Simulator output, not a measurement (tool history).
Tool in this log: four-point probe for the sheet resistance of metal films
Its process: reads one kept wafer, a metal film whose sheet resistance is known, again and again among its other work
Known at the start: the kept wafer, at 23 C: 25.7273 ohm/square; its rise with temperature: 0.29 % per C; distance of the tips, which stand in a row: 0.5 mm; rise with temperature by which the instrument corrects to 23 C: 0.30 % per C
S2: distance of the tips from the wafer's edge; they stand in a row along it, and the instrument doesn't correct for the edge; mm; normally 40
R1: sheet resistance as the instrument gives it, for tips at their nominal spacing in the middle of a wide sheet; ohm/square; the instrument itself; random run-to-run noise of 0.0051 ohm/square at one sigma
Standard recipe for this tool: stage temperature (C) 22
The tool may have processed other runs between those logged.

{"run": 1, "hour": 0.0, "stage temperature (C)": 22, "S2": 40, "R1": 25.601465}
{"run": 2, "hour": 44.8, "stage temperature (C)": 22, "S2": 40, "R1": 25.597572}
{"run": 3, "hour": 102.9, "stage temperature (C)": 22, "S2": 40, "R1": 25.595706}
{"run": 4, "hour": 164.9, "stage temperature (C)": 22, "S2": 40, "R1": 25.585792}
{"run": 5, "hour": 214.0, "stage temperature (C)": 22, "S2": 10, "R1": 25.622914}
{"run": 6, "hour": 277.5, "stage temperature (C)": 22, "S2": 10, "R1": 25.614461}
{"run": 7, "hour": 337.7, "stage temperature (C)": 22, "S2": 40, "R1": 25.583159}
{"run": 8, "hour": 371.8, "stage temperature (C)": 18, "S2": 40, "R1": 25.581462}
{"run": 9, "hour": 447.6, "stage temperature (C)": 18, "S2": 40, "R1": 25.575935}
{"run": 10, "hour": 495.5, "stage temperature (C)": 18, "S2": 17, "R1": 25.586369}
{"run": 11, "hour": 531.9, "stage temperature (C)": 18, "S2": 17, "R1": 25.583674}
{"run": 12, "hour": 568.5, "stage temperature (C)": 18, "S2": 17, "R1": 25.578954}
{"run": 13, "hour": 601.9, "stage temperature (C)": 18, "S2": 17, "R1": 25.579548}
{"run": 14, "hour": 664.3, "stage temperature (C)": 18, "S2": 17, "R1": 25.582715}
{"run": 15, "hour": 732.5, "stage temperature (C)": 30, "S2": 66, "R1": 25.534082}
{"run": 16, "hour": 795.8, "stage temperature (C)": 30, "S2": 16, "R1": 25.541719}
{"run": 17, "hour": 860.8, "stage temperature (C)": 30, "S2": 16, "R1": 25.540356}
{"run": 18, "hour": 914.5, "stage temperature (C)": 25, "S2": 31, "R1": 25.535599}
{"run": 19, "hour": 975.0, "stage temperature (C)": 25, "S2": 6, "R1": 25.633114}
{"run": 20, "hour": 1041.8, "stage temperature (C)": 29, "S2": 23, "R1": 25.524444}
{"run": 21, "hour": 1083.1, "stage temperature (C)": 22, "S2": 5, "R1": 25.658335}
{"run": 22, "hour": 1123.3, "stage temperature (C)": 21, "S2": 10, "R1": 25.56422}
{"run": 23, "hour": 1169.0, "stage temperature (C)": 33, "S2": 4, "R1": 25.724575}
{"run": 24, "hour": 1214.1, "stage temperature (C)": 33, "S2": 4, "R1": 25.722054}
{"run": 25, "hour": 1270.7, "stage temperature (C)": 28, "S2": 7, "R1": 25.570525}
{"run": 26, "hour": 1333.3, "stage temperature (C)": 28, "S2": 7, "R1": 25.579671}

Forecast run 27:
{"hour": 1346.8, "done": "stage's thermometer calibrated"}
{"run": 27, "hour": 1383.6, "stage temperature (C)": 34, "S2": 21, "R1": "?"}

R1: 25.534861 ohm/square
With no hidden state in the tool, this same run would have given R1 25.713286 ohm/square.

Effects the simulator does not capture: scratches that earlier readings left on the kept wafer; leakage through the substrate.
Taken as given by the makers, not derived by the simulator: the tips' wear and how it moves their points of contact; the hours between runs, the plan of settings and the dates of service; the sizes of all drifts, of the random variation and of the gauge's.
